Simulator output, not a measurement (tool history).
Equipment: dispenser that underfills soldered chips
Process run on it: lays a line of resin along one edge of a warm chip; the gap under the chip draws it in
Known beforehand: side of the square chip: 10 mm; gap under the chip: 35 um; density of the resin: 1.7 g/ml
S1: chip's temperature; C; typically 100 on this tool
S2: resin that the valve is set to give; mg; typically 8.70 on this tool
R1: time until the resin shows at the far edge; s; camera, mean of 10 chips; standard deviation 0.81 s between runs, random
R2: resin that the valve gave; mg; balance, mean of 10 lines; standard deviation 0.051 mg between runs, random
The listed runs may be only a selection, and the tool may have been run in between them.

run,day,S1,S2,R1,R2
1,0.000,100,8.70,89.8,8.21
# day 0.208: dispensing valve cleaned and set on the balance
# day 0.317: new syringe of resin
2,0.592,100,8.70,86.2,8.73
# day 0.917: new syringe of resin
3,0.975,93,8.70,91.9,8.61
# day 1.512: new syringe of resin
4,1.600,93,8.70,93.7,8.49
# day 2.104: new syringe of resin
5,2.138,100,8.70,74.7,8.55
6,2.592,100,8.70,100.3,8.39
# day 2.708: new syringe of resin
7,2.933,100,10.07,80.3,9.73
8,3.188,100,10.07,93.7,9.77
# day 3.292: new syringe of resin
9,3.479,100,10.07,78.5,9.61
10,3.838,100,10.07,100.4,9.64
# day 3.900: new syringe of resin
# day 4.279: dispensing valve cleaned and set on the balance
11,4.462,100,10.07,95.9,9.98
# day 4.554: new syringe of resin
12,4.921,100,10.07,88.5,9.93
# day 5.142: new syringe of resin
13,5.192,100,10.07,71.1,9.98
# day 5.767: new syringe of resin
14,5.779,100,10.07,70.0,9.88
15,6.112,100,10.07,88.1,9.74
# day 6.379: new syringe of resin
16,6.638,100,10.07,80.9,9.73
# day 6.962: new syringe of resin
17,7.175,100,10.07,80.8,9.74
# day 7.562: new syringe of resin
18,7.621,100,10.07,71.9,9.64
19,8.096,100,10.07,96.5,9.53
# day 8.179: new syringe of resin
# day 8.333: dispensing valve cleaned and set on the balance
20,8.562,100,10.07,86.2,9.99
# day 8.804: new syringe of resin
21,8.904,100,10.07,72.6,10.01
# day 9.400: new syringe of resin
22,9.454,100,9.78,71.9,9.57
23,9.821,93,8.70,112.8,8.57
# day 10.008: new syringe of resin
24,10.200,91,8.32,103.5,8.19
# day 10.604: new syringe of resin
25,10.604,92,7.59,91.9,7.41
26,11.150,92,7.76,128.9,7.44

Alternative continuations, all from the tool just after run 26; predict every row:
# day 11.217: new syringe of resin
A,11.725,88,10.79,?,?
# day 11.217: new syringe of resin
B,11.725,86,9.03,?,?
# day 11.217: new syringe of resin
C,11.725,110,8.94,?,?

run,R1,R2
A,135.6,10.29
B,149.2,8.72
C,71.0,8.57
What these runs would have given with no unlogged condition in the tool:
run,R1,R2
A,107.9,10.75
B,118.4,9.11
C,55.7,8.95

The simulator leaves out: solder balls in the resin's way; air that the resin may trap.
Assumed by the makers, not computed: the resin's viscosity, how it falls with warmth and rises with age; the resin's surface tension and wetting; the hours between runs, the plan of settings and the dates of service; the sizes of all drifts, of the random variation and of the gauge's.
